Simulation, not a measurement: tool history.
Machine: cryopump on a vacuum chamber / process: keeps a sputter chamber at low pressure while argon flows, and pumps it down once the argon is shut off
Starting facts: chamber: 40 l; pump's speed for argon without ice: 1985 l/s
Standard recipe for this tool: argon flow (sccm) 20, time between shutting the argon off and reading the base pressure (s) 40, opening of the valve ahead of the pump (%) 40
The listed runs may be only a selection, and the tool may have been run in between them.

run,hour,argon flow (sccm),time between shutting the argon off and reading the base pressure (s),opening of the valve ahead of the pump (%),pressure while argon flows (Pa),pressure after the wait (uPa)
1,0,20,40,40,0.0452,1.74
2,44.5,20,33,40,0.0449,2.13
3,95.6,20,40,40,0.0453,1.79
4,170,20,40,40,0.0465,1.82
5,255.2,20,40,40,0.0465,1.95
6,355.5,14,40,40,0.0333,1.98
7,401.6,20,70,40,0.0472,1.51
8,456.3,20,70,40,0.0477,1.55
9,513.7,20,70,40,0.0465,1.61
10,586.4,20,70,40,0.048,1.79
11,630.8,20,70,40,0.0492,1.69
# hour 650.6: pump warmed up, emptied and cooled again
12,701.5,20,70,40,0.0437,1.53
13,763.6,20,70,40,0.0437,1.63
14,806.9,20,70,20,0.0861,1.71
15,900.8,20,70,20,0.0863,1.72
16,989.1,20,70,20,0.0867,1.87
17,1077.4,20,70,20,0.0877,1.95
18,1160.5,20,70,20,0.087,2
19,1247.3,11,200,50,0.02,1.61
20,1325.4,20,242,19,0.0936,1.58
21,1419.4,20,41,49,0.0394,2.91
22,1488.9,8,40,40,0.0191,3.06
23,1541.2,8,40,21,0.0348,3.14
24,1632.8,20,35,40,0.0488,3.38
25,1686,18,35,40,0.0439,3.51
26,1761.5,13,57,38,0.033,2.94
# hour 1785.3: pump warmed up, emptied and cooled again
27,1815.2,32,26,29,0.0945,3.71
28,1913,9,40,40,0.0193,2.97
29,2006.8,9,40,40,0.0197,3.17
30,2064.9,9,40,40,0.02,3.19
31,2170.2,13,116,48,0.0243,2.43
# hour 2212.4: leaking fittings of the chamber tightened, without venting
32,2249,14,22,16,0.0756,2.69
33,2318.3,38,98,28,0.1213,0.85

Each row is a separate what-if for the run after 33, all from the same tool condition, not one after another. Results?
A,2414.8,38,98,18,?,?
B,2414.8,21,91,28,?,?
C,2414.8,32,24,43,?,?
D,2414.8,38,169,52,?,?

run,pressure while argon flows (Pa),pressure after the wait (uPa)
A,0.187,0.96
B,0.0672,0.99
C,0.0692,2.7
D,0.0691,0.7
What these runs would have given with no unlogged condition in the tool:
run,pressure while argon flows (Pa),pressure after the wait (uPa)
A,0.1806,0.75
B,0.0636,0.78
C,0.0638,2.5
D,0.0626,0.49
